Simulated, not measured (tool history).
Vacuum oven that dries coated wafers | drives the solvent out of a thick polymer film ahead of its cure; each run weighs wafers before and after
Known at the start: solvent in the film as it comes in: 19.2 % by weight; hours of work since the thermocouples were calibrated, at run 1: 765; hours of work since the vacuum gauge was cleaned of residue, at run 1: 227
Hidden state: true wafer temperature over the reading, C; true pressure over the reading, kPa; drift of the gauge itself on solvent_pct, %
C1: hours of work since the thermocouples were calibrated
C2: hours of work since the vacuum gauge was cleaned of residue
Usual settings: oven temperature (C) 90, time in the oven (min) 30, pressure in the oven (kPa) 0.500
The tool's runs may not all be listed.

{"run": 1, "hour": 0.0, "oven temperature (C)": 90, "time in the oven (min)": 30, "pressure in the oven (kPa)": 0.5, "C1": 765, "C2": 227, "solvent left in the film (%)": 1.58}
{"run": 2, "hour": 21.7, "oven temperature (C)": 87, "time in the oven (min)": 30, "pressure in the oven (kPa)": 0.5, "C1": 775, "C2": 237, "solvent left in the film (%)": 2.27}
{"run": 3, "hour": 44.1, "oven temperature (C)": 94, "time in the oven (min)": 30, "pressure in the oven (kPa)": 0.5, "C1": 786, "C2": 248, "solvent left in the film (%)": 0.91}
{"run": 4, "hour": 55.3, "oven temperature (C)": 94, "time in the oven (min)": 30, "pressure in the oven (kPa)": 0.5, "C1": 791, "C2": 253, "solvent left in the film (%)": 0.89}
{"hour": 61.9, "done": "oven's thermocouples calibrated"}
{"run": 5, "hour": 69.9, "oven temperature (C)": 94, "time in the oven (min)": 30, "pressure in the oven (kPa)": 0.5, "C1": 4, "C2": 259, "solvent left in the film (%)": 0.97}
{"run": 6, "hour": 86.1, "oven temperature (C)": 94, "time in the oven (min)": 30, "pressure in the oven (kPa)": 0.5, "C1": 12, "C2": 267, "solvent left in the film (%)": 1.0}
{"run": 7, "hour": 102.3, "oven temperature (C)": 94, "time in the oven (min)": 30, "pressure in the oven (kPa)": 0.5, "C1": 19, "C2": 275, "solvent left in the film (%)": 0.98}
{"run": 8, "hour": 119.4, "oven temperature (C)": 90, "time in the oven (min)": 30, "pressure in the oven (kPa)": 0.5, "C1": 27, "C2": 283, "solvent left in the film (%)": 1.71}
{"run": 9, "hour": 138.5, "oven temperature (C)": 90, "time in the oven (min)": 30, "pressure in the oven (kPa)": 0.5, "C1": 37, "C2": 292, "solvent left in the film (%)": 1.65}
{"run": 10, "hour": 153.1, "oven temperature (C)": 90, "time in the oven (min)": 15, "pressure in the oven (kPa)": 0.5, "C1": 43, "C2": 299, "solvent left in the film (%)": 4.87}
{"run": 11, "hour": 174.7, "oven temperature (C)": 90, "time in the oven (min)": 15, "pressure in the oven (kPa)": 0.5, "C1": 54, "C2": 309, "solvent left in the film (%)": 4.75}
{"run": 12, "hour": 189.4, "oven temperature (C)": 90, "time in the oven (min)": 15, "pressure in the oven (kPa)": 0.5, "C1": 61, "C2": 316, "solvent left in the film (%)": 4.86}
{"run": 13, "hour": 215.6, "oven temperature (C)": 90, "time in the oven (min)": 15, "pressure in the oven (kPa)": 0.5, "C1": 73, "C2": 329, "solvent left in the film (%)": 4.88}
{"run": 14, "hour": 229.9, "oven temperature (C)": 90, "time in the oven (min)": 15, "pressure in the oven (kPa)": 0.5, "C1": 80, "C2": 335, "solvent left in the film (%)": 4.87}
{"run": 15, "hour": 246.5, "oven temperature (C)": 90, "time in the oven (min)": 30, "pressure in the oven (kPa)": 0.5, "C1": 88, "C2": 343, "solvent left in the film (%)": 1.69}
{"run": 16, "hour": 257.8, "oven temperature (C)": 81, "time in the oven (min)": 20, "pressure in the oven (kPa)": 0.838, "C1": 93, "C2": 349, "solvent left in the film (%)": 6.73}
{"run": 17, "hour": 279.5, "oven temperature (C)": 96, "time in the oven (min)": 43, "pressure in the oven (kPa)": 0.838, "C1": 104, "C2": 359, "solvent left in the film (%)": 0.52}
{"run": 18, "hour": 305.0, "oven temperature (C)": 93, "time in the oven (min)": 22, "pressure in the oven (kPa)": 0.5, "C1": 116, "C2": 371, "solvent left in the film (%)": 2.03}
{"run": 19, "hour": 327.9, "oven temperature (C)": 95, "time in the oven (min)": 30, "pressure in the oven (kPa)": 0.5, "C1": 127, "C2": 382, "solvent left in the film (%)": 0.87}
{"run": 20, "hour": 352.9, "oven temperature (C)": 95, "time in the oven (min)": 40, "pressure in the oven (kPa)": 0.5, "C1": 139, "C2": 394, "solvent left in the film (%)": 0.56}
{"run": 21, "hour": 370.4, "oven temperature (C)": 83, "time in the oven (min)": 23, "pressure in the oven (kPa)": 0.5, "C1": 147, "C2": 402, "solvent left in the film (%)": 5.08}
{"run": 22, "hour": 385.0, "oven temperature (C)": 97, "time in the oven (min)": 19, "pressure in the oven (kPa)": 0.269, "C1": 154, "C2": 409, "solvent left in the film (%)": 1.58}
{"run": 23, "hour": 398.9, "oven temperature (C)": 104, "time in the oven (min)": 33, "pressure in the oven (kPa)": 1.878, "C1": 161, "C2": 416, "solvent left in the film (%)": 0.72}
{"run": 24, "hour": 418.0, "oven temperature (C)": 104, "time in the oven (min)": 33, "pressure in the oven (kPa)": 1.878, "C1": 170, "C2": 425, "solvent left in the film (%)": 0.69}
{"run": 25, "hour": 443.8, "oven temperature (C)": 94, "time in the oven (min)": 36, "pressure in the oven (kPa)": 1.381, "C1": 182, "C2": 437, "solvent left in the film (%)": 1.17}
{"run": 26, "hour": 459.9, "oven temperature (C)": 94, "time in the oven (min)": 36, "pressure in the oven (kPa)": 1.381, "C1": 190, "C2": 445, "solvent left in the film (%)": 1.12}
{"run": 27, "hour": 480.2, "oven temperature (C)": 94, "time in the oven (min)": 36, "pressure in the oven (kPa)": 1.381, "C1": 199, "C2": 455, "solvent left in the film (%)": 1.11}
{"run": 28, "hour": 501.8, "oven temperature (C)": 80, "time in the oven (min)": 22, "pressure in the oven (kPa)": 0.567, "C1": 210, "C2": 465, "solvent left in the film (%)": 6.46}
{"run": 29, "hour": 523.2, "oven temperature (C)": 91, "time in the oven (min)": 17, "pressure in the oven (kPa)": 0.482, "C1": 220, "C2": 475, "solvent left in the film (%)": 3.81}

5 ways to go on from here, each from the tool as it stands after run 29. What would each give?
{"run": "A", "hour": 539.9, "oven temperature (C)": 90, "time in the oven (min)": 24, "pressure in the oven (kPa)": 0.977, "C1": 228, "C2": 483, "solvent left in the film (%)": "?"}
{"run": "B", "hour": 539.9, "oven temperature (C)": 98, "time in the oven (min)": 30, "pressure in the oven (kPa)": 0.5, "C1": 228, "C2": 483, "solvent left in the film (%)": "?"}
{"run": "C", "hour": 539.9, "oven temperature (C)": 82, "time in the oven (min)": 36, "pressure in the oven (kPa)": 0.731, "C1": 228, "C2": 483, "solvent left in the film (%)": "?"}
{"run": "D", "hour": 539.9, "oven temperature (C)": 91, "time in the oven (min)": 18, "pressure in the oven (kPa)": 0.272, "C1": 228, "C2": 483, "solvent left in the film (%)": "?"}
{"run": "E", "hour": 539.9, "oven temperature (C)": 94, "time in the oven (min)": 30, "pressure in the oven (kPa)": 0.5, "C1": 228, "C2": 483, "solvent left in the film (%)": "?"}

run=A solvent_left_in_the_film_(%)=2.81
run=B solvent_left_in_the_film_(%)=0.52
run=C solvent_left_in_the_film_(%)=3.23
run=D solvent_left_in_the_film_(%)=3.41
run=E solvent_left_in_the_film_(%)=0.97
Without the tool's hidden state the same runs would have given:
run=A solvent_left_in_the_film_(%)=2.84
run=B solvent_left_in_the_film_(%)=0.47
run=C solvent_left_in_the_film_(%)=3.25
run=D solvent_left_in_the_film_(%)=3.47
run=E solvent_left_in_the_film_(%)=0.94
